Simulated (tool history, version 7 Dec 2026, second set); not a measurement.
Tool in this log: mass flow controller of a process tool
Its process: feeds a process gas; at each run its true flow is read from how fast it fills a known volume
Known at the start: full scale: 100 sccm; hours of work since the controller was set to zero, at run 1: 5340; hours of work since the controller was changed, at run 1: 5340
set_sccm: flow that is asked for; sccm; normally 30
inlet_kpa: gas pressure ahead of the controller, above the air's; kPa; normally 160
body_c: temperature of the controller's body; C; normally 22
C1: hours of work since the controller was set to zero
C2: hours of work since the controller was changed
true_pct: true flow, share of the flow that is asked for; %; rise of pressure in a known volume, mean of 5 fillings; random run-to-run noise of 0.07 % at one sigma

run 1 hour=0.0 | set_sccm=30 inlet_kpa=160 body_c=22 | C1=5340 C2=5340 | true_pct=99.43
run 2 hour=162.2 | set_sccm=20 inlet_kpa=160 body_c=22 | C1=5444 C2=5444 | true_pct=99.20
run 3 hour=304.5 | set_sccm=20 inlet_kpa=160 body_c=22 | C1=5535 C2=5535 | true_pct=99.19
run 4 hour=462.3 | set_sccm=20 inlet_kpa=160 body_c=22 | C1=5636 C2=5636 | true_pct=99.28
run 5 hour=633.3 | set_sccm=20 inlet_kpa=160 body_c=22 | C1=5746 C2=5746 | true_pct=99.33
run 6 hour=793.0 | set_sccm=86 inlet_kpa=213 body_c=26 | C1=5849 C2=5849 | true_pct=99.79
run 7 hour=942.8 | set_sccm=15 inlet_kpa=195 body_c=21 | C1=5945 C2=5945 | true_pct=98.92
run 8 hour=1030.1 | set_sccm=30 inlet_kpa=160 body_c=32 | C1=6001 C2=6001 | true_pct=99.81
-- hour=1136.3 controller exchanged for a calibrated one
run 9 hour=1158.4 | set_sccm=80 inlet_kpa=144 body_c=21 | C1=14 C2=14 | true_pct=100.06
run 10 hour=1244.0 | set_sccm=15 inlet_kpa=145 body_c=21 | C1=69 C2=69 | true_pct=99.32

Each row is a separate what-if for the run after 10, all from the same tool condition, not one after another. Results?
run A hour=1430.3 | set_sccm=15 inlet_kpa=145 body_c=32 | C1=189 C2=189 | true_pct=?
run B hour=1430.3 | set_sccm=73 inlet_kpa=145 body_c=35 | C1=189 C2=189 | true_pct=?
run C hour=1430.3 | set_sccm=15 inlet_kpa=165 body_c=21 | C1=189 C2=189 | true_pct=?
run D hour=1430.3 | set_sccm=23 inlet_kpa=145 body_c=33 | C1=189 C2=189 | true_pct=?

run=A true_pct=99.74
run=B true_pct=100.69
run=C true_pct=99.23
run=D true_pct=99.95
What these runs would have given with no unlogged condition in the tool:
run=A true_pct=99.75
run=B true_pct=100.69
run=C true_pct=99.23
run=D true_pct=99.96
